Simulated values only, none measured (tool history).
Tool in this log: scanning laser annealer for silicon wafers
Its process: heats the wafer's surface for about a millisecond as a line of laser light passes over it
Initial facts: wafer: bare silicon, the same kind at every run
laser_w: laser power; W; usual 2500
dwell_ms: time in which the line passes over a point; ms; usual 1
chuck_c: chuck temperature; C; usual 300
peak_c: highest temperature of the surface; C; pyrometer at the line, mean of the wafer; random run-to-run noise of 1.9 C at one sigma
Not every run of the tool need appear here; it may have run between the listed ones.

Run 1, hour 0: usual settings. Result: peak_c 1080 C.
Run 2, hour 35.1: usual settings. Result: peak_c 1083 C.
Run 3, hour 56.6: usual settings but laser_w 2312 W. Result: peak_c 1012 C.
Run 4, hour 79.4: usual settings but dwell_ms 0.71 ms. Result: peak_c 944 C.
Run 5, hour 121.8: usual settings. Result: peak_c 1080 C.
Run 6, hour 158.5: usual settings. Result: peak_c 1078 C.
Run 7, hour 185.7: usual settings but laser_w 2326 W. Result: peak_c 1010 C.
Run 8, hour 211.3: usual settings but laser_w 2326 W. Result: peak_c 1011 C.
Run 9, hour 241.2: usual settings but laser_w 2326 W. Result: peak_c 1010 C.
Run 10, hour 267: usual settings but laser_w 2326 W. Result: peak_c 1008 C.
Run 11, hour 308: usual settings but laser_w 2326 W. Result: peak_c 1011 C.
Run 12, hour 347.5: usual settings but chuck_c 277 C. Result: peak_c 1049 C.
Run 13, hour 380.7: usual settings but chuck_c 261 C. Result: peak_c 1032 C.
Run 14, hour 418.1: usual settings but laser_w 2538 W, chuck_c 320 C. Result: peak_c 1099 C.
Run 15, hour 457.1: usual settings but laser_w 2258 W, dwell_ms 1.04 ms, chuck_c 299 C. Result: peak_c 996 C.
Run 16, hour 495: usual settings but dwell_ms 0.84 ms, chuck_c 260 C. Result: peak_c 951 C.
At hour 503: optics aligned, line set to its width.
Run 17, hour 543.2: usual settings but laser_w 2628 W, dwell_ms 1.1 ms, chuck_c 282 C. Result: peak_c 1132 C.
Run 18, hour 582: usual settings but dwell_ms 0.72 ms, chuck_c 317 C. Result: peak_c 952 C.
Run 19, hour 604: usual settings but laser_w 2306 W, dwell_ms 1.13 ms, chuck_c 302 C. Result: peak_c 1041 C.
At hour 613.4: optics aligned, line set to its width, once more.
Run 20, hour 654.1: usual settings but laser_w 2669 W, dwell_ms 1.07 ms, chuck_c 280 C. Result: peak_c 1133 C.
Run 21, hour 684.8: usual settings but laser_w 2146 W, dwell_ms 1.03 ms, chuck_c 278 C. Result: peak_c 927 C.
At hour 717: window over the wafer cleaned.
Run 22, hour 720: usual settings but laser_w 2146 W, dwell_ms 1.03 ms, chuck_c 278 C. Result: peak_c 958 C.
Run 23, hour 745.3: usual settings but laser_w 2511 W, dwell_ms 1.02 ms. Result: peak_c 1108 C.
Run 24, hour 765: usual settings but laser_w 2180 W, dwell_ms 0.9 ms, chuck_c 326 C. Result: peak_c 964 C.
Run 25, hour 789.4: usual settings but dwell_ms 1.16 ms. Result: peak_c 1162 C.
Run 26, hour 818.9: usual settings but dwell_ms 1.16 ms, chuck_c 283 C. Result: peak_c 1147 C.

5 ways to go on from here, each from the tool as it stands after run 26. What would each give?
Run A, hour 855.1: usual settings but dwell_ms 0.75 ms. Result: peak_c ?.
Run B, hour 855.1: usual settings but laser_w 2621 W, dwell_ms 1.18 ms, chuck_c 289 C. Result: peak_c ?.
Run C, hour 855.1: usual settings but dwell_ms 0.9 ms. Result: peak_c ?.
Run D, hour 855.1: usual settings but laser_w 2140 W, dwell_ms 1.16 ms, chuck_c 283 C. Result: peak_c ?.
Run E, hour 855.1: usual settings but dwell_ms 1.19 ms, chuck_c 282 C. Result: peak_c ?.

run  peak_c
  A     978
  B    1206
  C    1047
  D    1002
  E    1156
Without the tool's hidden state the same runs would have given:
run  peak_c
  A     972
  B    1199
  C    1041
  D     996
  E    1149
